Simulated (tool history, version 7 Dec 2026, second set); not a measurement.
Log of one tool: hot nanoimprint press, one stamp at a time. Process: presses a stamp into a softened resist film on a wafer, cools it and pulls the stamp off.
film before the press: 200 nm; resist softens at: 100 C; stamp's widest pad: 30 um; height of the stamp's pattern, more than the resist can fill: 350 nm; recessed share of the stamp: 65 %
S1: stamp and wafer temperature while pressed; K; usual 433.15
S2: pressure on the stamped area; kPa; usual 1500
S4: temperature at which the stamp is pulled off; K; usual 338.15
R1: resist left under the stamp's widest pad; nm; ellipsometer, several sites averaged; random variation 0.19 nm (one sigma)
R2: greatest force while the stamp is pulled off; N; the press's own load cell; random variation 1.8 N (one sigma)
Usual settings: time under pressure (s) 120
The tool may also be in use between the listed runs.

Run 1, hour 0.0: usual settings. Result: R1 102.0 nm, R2 136 N.
Run 2, hour 7.0: usual settings but S2 1750 kPa. Result: R1 95.9 nm, R2 138 N.
Run 3, hour 14.4: usual settings. Result: R1 101.8 nm, R2 135 N.
Run 4, hour 24.1: usual settings but S2 910 kPa. Result: R1 121.9 nm, R2 134 N.
Run 5, hour 30.1: usual settings but S4 329.15 K. Result: R1 102.1 nm, R2 145 N.
Run 6, hour 35.9: usual settings but S4 343.15 K. Result: R1 102.1 nm, R2 130 N.
Run 7, hour 45.3: usual settings but S4 343.15 K. Result: R1 102.6 nm, R2 128 N.
Run 8, hour 51.0: usual settings but S4 333.15 K. Result: R1 102.4 nm, R2 143 N.
Run 9, hour 60.3: usual settings but S4 333.15 K. Result: R1 102.4 nm, R2 143 N.
Run 10, hour 65.8: usual settings. Result: R1 102.1 nm, R2 137 N.
Run 11, hour 75.8: usual settings but S4 326.15 K. Result: R1 102.5 nm, R2 150 N.
Run 12, hour 83.0: usual settings. Result: R1 102.7 nm, R2 138 N.
Run 13, hour 88.6: usual settings but S2 1460 kPa. Result: R1 103.7 nm, R2 134 N.
Run 14, hour 95.4: usual settings but S2 1460 kPa. Result: R1 103.7 nm, R2 134 N.
Run 15, hour 104.4: usual settings but S2 1460 kPa. Result: R1 104.2 nm, R2 138 N.
Run 16, hour 113.1: usual settings but time under pressure (s) 99, S4 324.15 K. Result: R1 110.3 nm, R2 155 N.
Run 17, hour 122.8: usual settings but time under pressure (s) 99, S4 324.15 K. Result: R1 110.6 nm, R2 152 N.
Run 18, hour 127.2: usual settings but S2 940 kPa, S4 324.15 K. Result: R1 121.8 nm, R2 152 N.
Run 19, hour 133.7: usual settings but S2 1080 kPa, time under pressure (s) 101. Result: R1 123.3 nm, R2 136 N.
Run 20, hour 141.3: usual settings but S1 442.15 K, S2 1170 kPa, time under pressure (s) 214, S4 332.15 K. Result: R1 50.1 nm, R2 146 N.
Run 21, hour 149.2: usual settings but S1 435.15 K, S4 331.15 K. Result: R1 91.6 nm, R2 145 N.
Run 22, hour 158.8: usual settings but S1 422.15 K, S2 1040 kPa, time under pressure (s) 165, S4 339.15 K. Result: R1 172.8 nm, R2 138 N.
Run 23, hour 164.9: usual settings but S1 426.15 K, S2 1040 kPa, time under pressure (s) 206, S4 328.15 K. Result: R1 143.2 nm, R2 147 N.
Run 24, hour 171.1: usual settings but S2 1430 kPa, S4 333.15 K. Result: R1 105.3 nm, R2 144 N.
Run 25, hour 181.1: usual settings but S2 1430 kPa, S4 333.15 K. Result: R1 105.5 nm, R2 143 N.
Run 26, hour 188.1: usual settings but S2 1100 kPa, time under pressure (s) 91, S4 333.15 K. Result: R1 126.8 nm, R2 141 N.
Run 27, hour 192.5: usual settings but S2 1100 kPa, time under pressure (s) 89, S4 333.15 K. Result: R1 128.3 nm, R2 143 N.
Run 28, hour 197.8: usual settings but S2 1810 kPa. Result: R1 96.5 nm, R2 137 N.

The next listed run, before its measurement:
Run 29, hour 205.5: usual settings but S2 1810 kPa. Result: R1 ?, R2 ?.

R1: 96.7 nm
R2: 141 N
Without the tool's hidden state the same run would have given R1 94.6 nm, R2 140 N.
